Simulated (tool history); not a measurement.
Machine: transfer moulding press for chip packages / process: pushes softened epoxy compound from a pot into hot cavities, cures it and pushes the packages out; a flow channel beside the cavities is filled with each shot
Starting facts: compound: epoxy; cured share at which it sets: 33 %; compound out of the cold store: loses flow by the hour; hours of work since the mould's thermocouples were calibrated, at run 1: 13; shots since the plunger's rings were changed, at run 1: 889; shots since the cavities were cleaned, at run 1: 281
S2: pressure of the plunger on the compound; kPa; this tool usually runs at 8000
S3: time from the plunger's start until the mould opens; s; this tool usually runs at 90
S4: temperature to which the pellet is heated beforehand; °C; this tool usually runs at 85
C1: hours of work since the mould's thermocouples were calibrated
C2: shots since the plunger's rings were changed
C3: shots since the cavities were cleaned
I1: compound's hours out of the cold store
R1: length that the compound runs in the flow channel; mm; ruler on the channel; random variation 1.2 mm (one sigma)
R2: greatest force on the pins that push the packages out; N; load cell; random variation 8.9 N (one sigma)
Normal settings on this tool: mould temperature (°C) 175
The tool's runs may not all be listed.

{"run": 1, "day": 0.0, "mould temperature (°C)": 175, "S2": 8000, "S3": 90, "S4": 85, "C1": 13, "C2": 889, "C3": 281, "I1": 20.2, "R1": 965, "R2": 544}
{"run": 2, "day": 0.317, "mould temperature (°C)": 175, "S2": 6210, "S3": 90, "S4": 85, "C1": 16, "C2": 950, "C3": 342, "I1": 16.2, "R1": 859, "R2": 585}
{"run": 3, "day": 1.038, "mould temperature (°C)": 175, "S2": 6210, "S3": 90, "S4": 85, "C1": 24, "C2": 1090, "C3": 482, "I1": 38.8, "R1": 816, "R2": 596}
{"run": 4, "day": 1.646, "mould temperature (°C)": 175, "S2": 8000, "S3": 90, "S4": 85, "C1": 31, "C2": 1207, "C3": 599, "I1": 23.1, "R1": 957, "R2": 640}
{"run": 5, "day": 1.954, "mould temperature (°C)": 175, "S2": 8000, "S3": 90, "S4": 85, "C1": 34, "C2": 1267, "C3": 659, "I1": 25.0, "R1": 952, "R2": 654}
{"run": 6, "day": 2.371, "mould temperature (°C)": 175, "S2": 8000, "S3": 90, "S4": 85, "C1": 39, "C2": 1348, "C3": 740, "I1": 44.8, "R1": 909, "R2": 639}
{"run": 7, "day": 3.121, "mould temperature (°C)": 175, "S2": 8000, "S3": 90, "S4": 85, "C1": 47, "C2": 1494, "C3": 886, "I1": 15.3, "R1": 973, "R2": 691}
{"run": 8, "day": 3.842, "mould temperature (°C)": 175, "S2": 8000, "S3": 90, "S4": 85, "C1": 55, "C2": 1633, "C3": 1025, "I1": 39.5, "R1": 917, "R2": 666}
{"run": 9, "day": 4.488, "mould temperature (°C)": 175, "S2": 8000, "S3": 90, "S4": 85, "C1": 62, "C2": 1758, "C3": 1150, "I1": 36.7, "R1": 923, "R2": 710}
{"day": 4.788, "done": "cavities cleaned with cleaning compound and waxed"}
{"run": 10, "day": 5.05, "mould temperature (°C)": 175, "S2": 6420, "S3": 90, "S4": 85, "C1": 68, "C2": 1856, "C3": 51, "I1": 44.9, "R1": 811, "R2": 762}
{"run": 11, "day": 5.558, "mould temperature (°C)": 175, "S2": 6790, "S3": 90, "S4": 85, "C1": 73, "C2": 1954, "C3": 149, "I1": 10.9, "R1": 898, "R2": 770}
{"day": 5.95, "done": "cavities cleaned with cleaning compound and waxed, once more"}
{"run": 12, "day": 6.038, "mould temperature (°C)": 175, "S2": 8000, "S3": 90, "S4": 90, "C1": 78, "C2": 2035, "C3": 17, "I1": 46.5, "R1": 901, "R2": 386}
{"run": 13, "day": 6.708, "mould temperature (°C)": 175, "S2": 8000, "S3": 90, "S4": 85, "C1": 85, "C2": 2164, "C3": 146, "I1": 47.9, "R1": 897, "R2": 473}
{"run": 14, "day": 7.179, "mould temperature (°C)": 175, "S2": 8000, "S3": 90, "S4": 85, "C1": 90, "C2": 2256, "C3": 238, "I1": 30.1, "R1": 932, "R2": 510}
{"run": 15, "day": 7.825, "mould temperature (°C)": 182, "S2": 6390, "S3": 114, "S4": 79, "C1": 97, "C2": 2381, "C3": 363, "I1": 19.6, "R1": 836, "R2": 404}
{"run": 16, "day": 8.558, "mould temperature (°C)": 175, "S2": 6240, "S3": 90, "S4": 85, "C1": 105, "C2": 2523, "C3": 505, "I1": 9.8, "R1": 861, "R2": 604}
{"run": 17, "day": 8.954, "mould temperature (°C)": 173, "S2": 6910, "S3": 130, "S4": 77, "C1": 110, "C2": 2600, "C3": 582, "I1": 11.0, "R1": 912, "R2": 467}
{"run": 18, "day": 9.362, "mould temperature (°C)": 173, "S2": 8160, "S3": 124, "S4": 77, "C1": 114, "C2": 2679, "C3": 661, "I1": 32.6, "R1": 941, "R2": 465}
{"run": 19, "day": 9.725, "mould temperature (°C)": 173, "S2": 8160, "S3": 116, "S4": 77, "C1": 118, "C2": 2750, "C3": 732, "I1": 40.7, "R1": 924, "R2": 512}
{"day": 10.142, "done": "plunger's sealing rings changed"}
{"run": 20, "day": 10.379, "mould temperature (°C)": 182, "S2": 8160, "S3": 98, "S4": 77, "C1": 124, "C2": 46, "C3": 838, "I1": 45.4, "R1": 912, "R2": 468}
{"run": 21, "day": 10.912, "mould temperature (°C)": 171, "S2": 6100, "S3": 87, "S4": 91, "C1": 130, "C2": 150, "C3": 942, "I1": 41.9, "R1": 820, "R2": 907}
{"run": 22, "day": 11.396, "mould temperature (°C)": 171, "S2": 6100, "S3": 87, "S4": 91, "C1": 135, "C2": 243, "C3": 1035, "I1": 9.7, "R1": 881, "R2": 978}
{"run": 23, "day": 11.879, "mould temperature (°C)": 175, "S2": 9480, "S3": 90, "S4": 89, "C1": 141, "C2": 337, "C3": 1129, "I1": 15.1, "R1": 1075, "R2": 692}
{"day": 12.296, "done": "cavities cleaned with cleaning compound and waxed"}
{"run": 24, "day": 12.533, "mould temperature (°C)": 173, "S2": 7800, "S3": 90, "S4": 80, "C1": 147, "C2": 452, "C3": 46, "I1": 9.2, "R1": 991, "R2": 504}

For run 25, what comes out?
{"run": 25, "day": 12.917, "mould temperature (°C)": 177, "S2": 8000, "S3": 83, "S4": 75, "C1": 151, "C2": 526, "C3": 120, "I1": 25.2, "R1": "?", "R2": "?"}

R1: 955 mm
R2: 500 N
Take away the tool's hidden state, keep the run-to-run variation as it was, and the same run would have given R1 962 mm, R2 436 N.
